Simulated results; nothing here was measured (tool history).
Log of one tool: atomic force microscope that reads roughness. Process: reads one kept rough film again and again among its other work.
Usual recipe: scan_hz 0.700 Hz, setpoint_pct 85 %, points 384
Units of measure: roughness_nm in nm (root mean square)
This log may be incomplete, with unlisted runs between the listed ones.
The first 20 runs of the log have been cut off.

-- hour=816.7 new tip fitted
run 21 hour=848.4 | scan_hz=2.370 setpoint_pct=85 points=397 | roughness_nm=3.557
-- hour=866.4 new tip fitted
run 22 hour=890.9 | scan_hz=2.370 setpoint_pct=85 points=397 | roughness_nm=3.695
-- hour=914.5 new tip fitted
run 23 hour=919.8 | scan_hz=1.181 setpoint_pct=59 points=855 | roughness_nm=4.807
run 24 hour=952.8 | scan_hz=0.700 setpoint_pct=85 points=386 | roughness_nm=3.805
-- hour=965.1 new tip fitted
run 25 hour=1012.0 | scan_hz=0.700 setpoint_pct=85 points=386 | roughness_nm=3.660
-- hour=1016.6 new tip fitted
run 26 hour=1038.0 | scan_hz=0.826 setpoint_pct=84 points=386 | roughness_nm=4.202
-- hour=1064.5 new tip fitted
run 27 hour=1064.5 | scan_hz=0.759 setpoint_pct=66 points=386 | roughness_nm=4.925
run 28 hour=1094.2 | scan_hz=3.624 setpoint_pct=84 points=648 | roughness_nm=3.404
-- hour=1115.3 new tip fitted
run 29 hour=1144.8 | scan_hz=3.624 setpoint_pct=84 points=648 | roughness_nm=3.413
-- hour=1165.9 new tip fitted
run 30 hour=1190.1 | scan_hz=3.624 setpoint_pct=80 points=533 | roughness_nm=3.675
-- hour=1214.1 new tip fitted
run 31 hour=1217.0 | scan_hz=2.365 setpoint_pct=81 points=720 | roughness_nm=4.416
-- hour=1263.1 new tip fitted
run 32 hour=1270.9 | scan_hz=2.365 setpoint_pct=81 points=652 | roughness_nm=4.303
run 33 hour=1303.6 | scan_hz=2.221 setpoint_pct=81 points=908 | roughness_nm=3.464
-- hour=1312.1 new tip fitted
run 34 hour=1352.7 | scan_hz=1.649 setpoint_pct=57 points=645 | roughness_nm=3.783
-- hour=1362.0 new tip fitted
run 35 hour=1405.9 | scan_hz=2.157 setpoint_pct=71 points=523 | roughness_nm=3.578
-- hour=1411.2 new tip fitted
-- hour=1458.2 new tip fitted
run 36 hour=1463.5 | scan_hz=1.923 setpoint_pct=78 points=1005 | roughness_nm=4.414
-- hour=1508.0 new tip fitted
run 37 hour=1518.8 | scan_hz=0.700 setpoint_pct=83 points=296 | roughness_nm=4.388
-- hour=1555.4 new tip fitted
run 38 hour=1569.9 | scan_hz=0.700 setpoint_pct=85 points=384 | roughness_nm=4.207
-- hour=1605.0 new tip fitted
run 39 hour=1616.2 | scan_hz=0.840 setpoint_pct=68 points=384 | roughness_nm=4.454
-- hour=1652.3 new tip fitted
run 40 hour=1656.1 | scan_hz=3.461 setpoint_pct=75 points=469 | roughness_nm=4.339

Below are 4 alternative next runs, each starting from the tool's condition after run 40. Predict each:
run A hour=1688.5 | scan_hz=0.965 setpoint_pct=60 points=298 | roughness_nm=?
run B hour=1688.5 | scan_hz=3.461 setpoint_pct=75 points=867 | roughness_nm=?
run C hour=1688.5 | scan_hz=2.176 setpoint_pct=68 points=406 | roughness_nm=?
run D hour=1688.5 | scan_hz=1.381 setpoint_pct=72 points=425 | roughness_nm=?

run=A roughness_nm=3.914
run=B roughness_nm=3.560
run=C roughness_nm=3.789
run=D roughness_nm=3.851
Without the tool's hidden state the same runs would have given:
run=A roughness_nm=4.990
run=B roughness_nm=4.536
run=C roughness_nm=4.829
run=D roughness_nm=4.907
